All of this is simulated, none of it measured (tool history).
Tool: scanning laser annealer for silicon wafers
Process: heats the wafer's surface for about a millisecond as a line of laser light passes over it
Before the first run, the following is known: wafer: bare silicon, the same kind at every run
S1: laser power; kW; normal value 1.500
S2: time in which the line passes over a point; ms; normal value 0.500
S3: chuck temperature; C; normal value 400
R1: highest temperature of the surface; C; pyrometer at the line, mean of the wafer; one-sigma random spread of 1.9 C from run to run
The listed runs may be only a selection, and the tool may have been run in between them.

run 1 hour=0.0 | S1=1.500 S2=0.500 S3=400 | R1=1098
run 2 hour=11.7 | S1=1.500 S2=0.500 S3=400 | R1=1098
run 3 hour=29.7 | S1=1.500 S2=0.615 S3=400 | R1=1178
run 4 hour=42.3 | S1=1.500 S2=0.615 S3=400 | R1=1180
run 5 hour=57.7 | S1=1.500 S2=0.615 S3=400 | R1=1174
run 6 hour=75.5 | S1=1.500 S2=0.615 S3=400 | R1=1177
run 7 hour=94.9 | S1=1.500 S2=0.500 S3=400 | R1=1095
-- hour=107.8 window over the wafer cleaned
run 8 hour=116.2 | S1=1.500 S2=0.500 S3=400 | R1=1139
run 9 hour=126.7 | S1=1.500 S2=0.500 S3=400 | R1=1138
run 10 hour=144.2 | S1=1.500 S2=0.500 S3=400 | R1=1142
run 11 hour=158.4 | S1=1.500 S2=0.500 S3=400 | R1=1137
run 12 hour=174.2 | S1=1.465 S2=0.577 S3=429 | R1=1206
run 13 hour=186.7 | S1=1.465 S2=0.577 S3=429 | R1=1204
run 14 hour=201.0 | S1=1.610 S2=0.415 S3=380 | R1=1104
run 15 hour=219.8 | S1=1.302 S2=0.422 S3=420 | R1=994
run 16 hour=236.7 | S1=1.350 S2=0.445 S3=400 | R1=1009
run 17 hour=251.9 | S1=1.350 S2=0.445 S3=400 | R1=1013
run 18 hour=263.3 | S1=1.350 S2=0.599 S3=400 | R1=1115

What if the next run were any one of these 5? Each begins from the tool's condition after run 18:
run A hour=272.1 | S1=1.474 S2=0.392 S3=400 | R1=?
run B hour=272.1 | S1=1.355 S2=0.500 S3=366 | R1=?
run C hour=272.1 | S1=1.500 S2=0.612 S3=400 | R1=?
run D hour=272.1 | S1=1.500 S2=0.466 S3=400 | R1=?
run E hour=272.1 | S1=1.500 S2=0.587 S3=380 | R1=?

run=A R1=1030
run=B R1=1019
run=C R1=1215
run=D R1=1111
run=E R1=1177
With the hidden condition removed and each run's random variation left untouched, the same runs would have given:
run=A R1=1039
run=B R1=1028
run=C R1=1227
run=D R1=1121
run=E R1=1188

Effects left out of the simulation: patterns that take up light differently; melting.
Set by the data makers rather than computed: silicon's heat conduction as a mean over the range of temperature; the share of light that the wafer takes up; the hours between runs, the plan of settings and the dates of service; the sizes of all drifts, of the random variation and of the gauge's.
